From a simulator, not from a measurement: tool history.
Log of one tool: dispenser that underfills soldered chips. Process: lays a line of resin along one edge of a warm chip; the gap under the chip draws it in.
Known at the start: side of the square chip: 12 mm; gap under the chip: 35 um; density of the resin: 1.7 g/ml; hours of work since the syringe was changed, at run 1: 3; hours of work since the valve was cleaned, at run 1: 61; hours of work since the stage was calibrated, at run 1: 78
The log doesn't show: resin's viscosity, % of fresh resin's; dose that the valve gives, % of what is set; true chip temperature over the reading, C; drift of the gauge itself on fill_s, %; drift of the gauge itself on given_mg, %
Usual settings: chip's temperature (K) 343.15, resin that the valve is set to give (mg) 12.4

run    day  chip's temperature (K)  resin that the valve is set to give (mg)  hours of work since the syringe was changed  hours of work since the valve was cleaned  hours of work since the stage was calibrated  time until the resin shows at the far edge (s)  resin that the valve gave (mg)
  1      0                  343.15                                      12.4                                            3                                         61                                            78                                           229.4                            12.1
  2  0.192                  343.15                                      11.8                                            6                                         64                                            82                                           307.3                           11.52
  3  0.429                  343.15                                      11.8                                           10                                         68                                            86                                           433.8                           11.51
     0.492  -- new syringe of resin
  4  0.588                  343.15                                      12.4                                            2                                         71                                            88                                           211.1                           12.03
  5  0.796                  343.15                                      12.4                                            5                                         75                                            92                                           289.7                           12.05
  6  0.988                  343.15                                      12.4                                            9                                         78                                            95                                           376.6                           11.98
  7  1.096                  340.15                                      12.4                                           11                                         80                                            97                                           506.2                           11.96
     1.129  -- new syringe of resin
  8  1.354                  349.15                                      12.4                                            4                                         84                                           102                                           196.9                           11.96
  9  1.538                  349.15                                      15.7                                            7                                         88                                           105                                           247.9                           15.18
     1.783  -- new syringe of resin
 10  1.792                  350.15                                      15.7                                            0                                         92                                           109                                           134.1                            15.1
 11  1.967                  343.15                                      12.4                                            3                                         95                                           112                                           248.1                           11.93
     2.121  -- dispensing valve cleaned and set on the balance
 12  2.275                  343.15                                      12.4                                            8                                          3                                           117                                           349.3                           12.36
     2.471  -- new syringe of resin
 13  2.479                  333.15                                      12.4                                            0                                          6                                           121                                           297.3                           12.39
 14  2.671                  333.15                                      12.4                                            4                                         10                                           124                                           401.9                           12.33
 15  2.783                  343.15                                      12.4                                            6                                         12                                           126                                           295.7                           12.33
 16  2.962                  349.15                                      10.5                                            9                                         15                                           129                                           306.6                           10.43
 17  3.088                  349.15                                      10.5                                           11                                         17                                           131                                           365.5                           10.44
     3.117  -- new syringe of resin
 18  3.333                  334.15                                      15.8                                            4                                         21                                           136                                           370.5                           15.68
 19  3.483                  346.15                                      15.8                                            7                                         24                                           138                                           264.5                           15.65
 20  3.675                  343.15                                      12.4                                           10                                         27                                           142                                           418.1                           12.26
     3.758  -- new syringe of resin
 21  3.875                  358.15                                      14.3                                            2                                         30                                           145                                           111.4                           14.07

Forecast run 22:
 22  3.979                  334.15                                      13.7                                            4                                         32                                           147                                               ?                               ?

time until the resin shows at the far edge (s): 381.6
resin that the valve gave (mg): 13.47
Without the tool's hidden state the same run would have given time until the resin shows at the far edge (s) 265.4, resin that the valve gave (mg) 13.65.
